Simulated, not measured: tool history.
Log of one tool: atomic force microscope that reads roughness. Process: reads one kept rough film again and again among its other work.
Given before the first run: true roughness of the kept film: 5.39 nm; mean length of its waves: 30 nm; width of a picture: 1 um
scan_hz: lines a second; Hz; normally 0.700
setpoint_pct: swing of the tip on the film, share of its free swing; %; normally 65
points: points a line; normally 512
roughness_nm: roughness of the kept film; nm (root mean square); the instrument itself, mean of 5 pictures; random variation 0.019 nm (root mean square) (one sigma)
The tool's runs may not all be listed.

| run | hour | scan_hz | setpoint_pct | points | roughness_nm |
|---|---|---|---|---|---|
| 1 | 0.0 | 0.700 | 65 | 512 | 4.670 |
| 2 | 16.2 | 0.700 | 65 | 512 | 4.506 |
| 3 | 34.8 | 0.700 | 65 | 269 | 4.309 |
| 4 | 56.4 | 0.700 | 65 | 269 | 4.149 |
| 5 | 79.0 | 0.700 | 65 | 269 | 3.964 |
|  | 104.3 | new tip fitted |
| 6 | 105.2 | 2.972 | 65 | 512 | 4.360 |
| 7 | 127.9 | 2.972 | 65 | 512 | 4.166 |
| 8 | 151.1 | 2.972 | 65 | 512 | 4.011 |
| 9 | 174.7 | 0.700 | 65 | 512 | 4.098 |
| 10 | 190.3 | 0.700 | 65 | 512 | 3.995 |
|  | 208.7 | new tip fitted |
| 11 | 219.5 | 1.281 | 65 | 512 | 4.461 |
| 12 | 243.2 | 1.281 | 65 | 512 | 4.290 |
| 13 | 266.7 | 1.281 | 65 | 512 | 4.128 |
| 14 | 286.4 | 1.281 | 65 | 512 | 3.983 |
|  | 314.1 | new tip fitted |
| 15 | 315.4 | 1.281 | 65 | 512 | 4.531 |
| 16 | 344.3 | 1.281 | 65 | 512 | 4.311 |
| 17 | 364.8 | 3.374 | 65 | 512 | 3.929 |
| 18 | 379.3 | 3.374 | 65 | 512 | 3.830 |
| 19 | 403.9 | 3.374 | 65 | 512 | 3.666 |
|  | 418.1 | new tip fitted |
| 20 | 423.2 | 1.668 | 65 | 512 | 4.453 |
| 21 | 438.3 | 1.668 | 65 | 512 | 4.353 |
| 22 | 466.4 | 1.668 | 65 | 512 | 4.111 |
| 23 | 493.0 | 1.668 | 65 | 512 | 3.928 |
|  | 522.3 | new tip fitted |
| 24 | 522.6 | 1.944 | 83 | 512 | 4.077 |
| 25 | 540.7 | 1.722 | 71 | 897 | 4.216 |
| 26 | 562.5 | 0.700 | 65 | 491 | 4.296 |
| 27 | 584.5 | 0.658 | 67 | 519 | 4.108 |
| 28 | 601.3 | 0.658 | 67 | 519 | 3.986 |
| 29 | 616.7 | 0.658 | 77 | 353 | 3.822 |
|  | 626.3 | new tip fitted |
| 30 | 642.8 | 0.658 | 77 | 353 | 4.377 |
| 31 | 660.7 | 1.351 | 77 | 542 | 4.100 |
| 32 | 684.9 | 0.654 | 87 | 427 | 4.004 |
| 33 | 710.8 | 3.204 | 74 | 512 | 3.470 |
|  | 730.1 | new tip fitted |
| 34 | 731.1 | 3.204 | 74 | 512 | 4.086 |
| 35 | 751.0 | 1.118 | 69 | 366 | 4.353 |
| 36 | 765.0 | 1.118 | 69 | 366 | 4.220 |
| 37 | 790.2 | 1.118 | 69 | 366 | 4.046 |
| 38 | 818.9 | 1.118 | 69 | 366 | 3.824 |
|  | 834.6 | new tip fitted |
| 39 | 834.6 | 2.472 | 74 | 939 | 4.190 |
| 40 | 858.6 | 0.700 | 74 | 512 | 4.361 |
| 41 | 884.3 | 1.212 | 88 | 422 | 3.830 |
| 42 | 898.2 | 1.212 | 88 | 422 | 3.739 |

Subtracting, for every run, the result it would have given without the tool's unlogged condition from the measured result gives the following. The same run-to-run variation enters both numbers; the gauge's scatter may not:
Hidden conditions of the tool in this case: radius of the tip, nm; height scale over the true one, %; drift of the gauge itself on roughness_nm, %.
| run | roughness_nm |
|---|---|
| 1 | -0.029 |
| 2 | -0.183 |
| 3 | -0.338 |
| 4 | -0.515 |
| 5 | -0.671 |
| 6 | -0.043 |
| 7 | -0.234 |
| 8 | -0.410 |
| 9 | -0.600 |
| 10 | -0.707 |
| 11 | -0.132 |
| 12 | -0.318 |
| 13 | -0.497 |
| 14 | -0.626 |
| 15 | -0.092 |
| 16 | -0.330 |
| 17 | -0.440 |
| 18 | -0.544 |
| 19 | -0.704 |
| 20 | -0.108 |
| 21 | -0.237 |
| 22 | -0.439 |
| 23 | -0.613 |
| 24 | -0.060 |
| 25 | -0.226 |
| 26 | -0.412 |
| 27 | -0.569 |
| 28 | -0.690 |
| 29 | -0.779 |
| 30 | -0.186 |
| 31 | -0.320 |
| 32 | -0.511 |
| 33 | -0.628 |
| 34 | -0.047 |
| 35 | -0.228 |
| 36 | -0.349 |
| 37 | -0.540 |
| 38 | -0.748 |
| 39 | -0.065 |
| 40 | -0.279 |
| 41 | -0.434 |
| 42 | -0.534 |
